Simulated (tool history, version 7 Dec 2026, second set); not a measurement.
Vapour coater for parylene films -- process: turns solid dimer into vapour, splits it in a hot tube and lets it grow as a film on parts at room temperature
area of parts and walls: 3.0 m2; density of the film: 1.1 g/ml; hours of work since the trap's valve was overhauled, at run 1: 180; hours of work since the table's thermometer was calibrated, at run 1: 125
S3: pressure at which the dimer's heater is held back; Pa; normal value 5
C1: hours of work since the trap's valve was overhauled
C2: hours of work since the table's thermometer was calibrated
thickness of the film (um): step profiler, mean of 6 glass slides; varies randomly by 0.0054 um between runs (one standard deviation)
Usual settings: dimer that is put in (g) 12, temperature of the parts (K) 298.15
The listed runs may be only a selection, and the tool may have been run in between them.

run 1 hour=0 | dimer_that_is_put_in_(g)=12 temperature_of_the_parts_(K)=298.15 S3=5 | C1=180 C2=125 | thickness_of_the_film_(um)=2.229
run 2 hour=29.4 | dimer_that_is_put_in_(g)=12 temperature_of_the_parts_(K)=306.15 S3=5 | C1=199 C2=145 | thickness_of_the_film_(um)=1.506
run 3 hour=86.4 | dimer_that_is_put_in_(g)=19 temperature_of_the_parts_(K)=298.15 S3=5 | C1=237 C2=182 | thickness_of_the_film_(um)=3.502
run 4 hour=147.5 | dimer_that_is_put_in_(g)=19 temperature_of_the_parts_(K)=298.15 S3=5 | C1=277 C2=222 | thickness_of_the_film_(um)=3.496
-- hour=176.2 trap's valve overhauled
run 5 hour=201 | dimer_that_is_put_in_(g)=12 temperature_of_the_parts_(K)=298.15 S3=5 | C1=16 C2=255 | thickness_of_the_film_(um)=2.312
run 6 hour=234.2 | dimer_that_is_put_in_(g)=12 temperature_of_the_parts_(K)=298.15 S3=5 | C1=38 C2=277 | thickness_of_the_film_(um)=2.309
run 7 hour=277 | dimer_that_is_put_in_(g)=12 temperature_of_the_parts_(K)=298.15 S3=5 | C1=66 C2=305 | thickness_of_the_film_(um)=2.306

For run 8, what comes out?
run 8 hour=311.1 | dimer_that_is_put_in_(g)=12 temperature_of_the_parts_(K)=298.15 S3=5 | C1=89 C2=327 | thickness_of_the_film_(um)=?

Run 8 gave thickness of the film (um) 2.286.
If the tool had no hidden condition, the same run with the same run-to-run variation would have returned thickness of the film (um) 2.308.
